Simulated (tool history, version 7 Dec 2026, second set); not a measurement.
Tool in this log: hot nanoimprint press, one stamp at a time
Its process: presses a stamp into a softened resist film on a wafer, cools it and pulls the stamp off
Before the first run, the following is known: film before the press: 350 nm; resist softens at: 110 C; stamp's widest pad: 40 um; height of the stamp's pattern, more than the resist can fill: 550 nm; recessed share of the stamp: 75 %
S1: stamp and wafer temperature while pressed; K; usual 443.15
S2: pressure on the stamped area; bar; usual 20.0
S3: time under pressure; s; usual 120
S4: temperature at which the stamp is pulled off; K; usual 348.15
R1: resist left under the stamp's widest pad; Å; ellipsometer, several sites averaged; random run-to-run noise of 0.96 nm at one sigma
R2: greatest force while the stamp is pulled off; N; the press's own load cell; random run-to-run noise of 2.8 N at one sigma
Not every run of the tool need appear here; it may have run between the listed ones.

run   hour      S1    S2   S3      S4    R1   R2
  1    0.0  443.15  20.0  120  348.15  2057  142
  2    4.6  443.15  20.0  120  348.15  2058  140
  3   14.3  443.15  20.0  120  348.15  2077  144
  4   20.0  443.15  20.0  120  348.15  2065  147
  5   27.3  443.15  20.0   75  348.15  2342  144
  6   33.3  443.15  20.0   75  348.15  2349  141
  7   43.0  443.15  20.0   75  348.15  2355  147
      54.4  -- stamp cleaned and given a new release coat
  8   55.7  448.15  20.0  120  348.15  1706  128
  9   63.0  448.15  20.0  120  348.15  1727  130
 10   71.1  448.15  20.0  120  348.15  1698  129
 11   79.0  443.15  14.9   74  344.15  2574  147
 12   86.4  454.15  14.9  127  346.15  1561  142
 13   94.7  454.15  14.9  127  346.15  1565  138
 14  104.5  432.15  23.4  127  354.15  2705  114
 15  113.4  432.15  23.4  127  354.15  2715  113
 16  122.5  432.15  23.4  127  340.15  2683  162
 17  129.5  451.15  26.6  223  347.15  1050  142
 18  138.7  443.15  20.0  120  342.15  2032  159
 19  146.5  443.15  20.0  120  342.15  2045  164
 20  156.4  443.15  20.0  120  338.15  2034  174

Predict each of these 4 candidate next runs independently; none follows another, all start after run 20:
  A  160.6  454.15  20.0  120  353.15   ?   ?
  B  160.6  449.15  20.0  120  350.15   ?   ?
  C  160.6  438.15  20.0  189  340.15   ?   ?
  D  160.6  434.15  20.0  102  352.15   ?   ?

run    R1   R2
  A  1362  124
  B  1650  127
  C  2123  172
  D  2783  127
What these runs would have given with no unlogged condition in the tool:
run    R1   R2
  A  1380  113
  B  1673  115
  C  2155  156
  D  2811  115
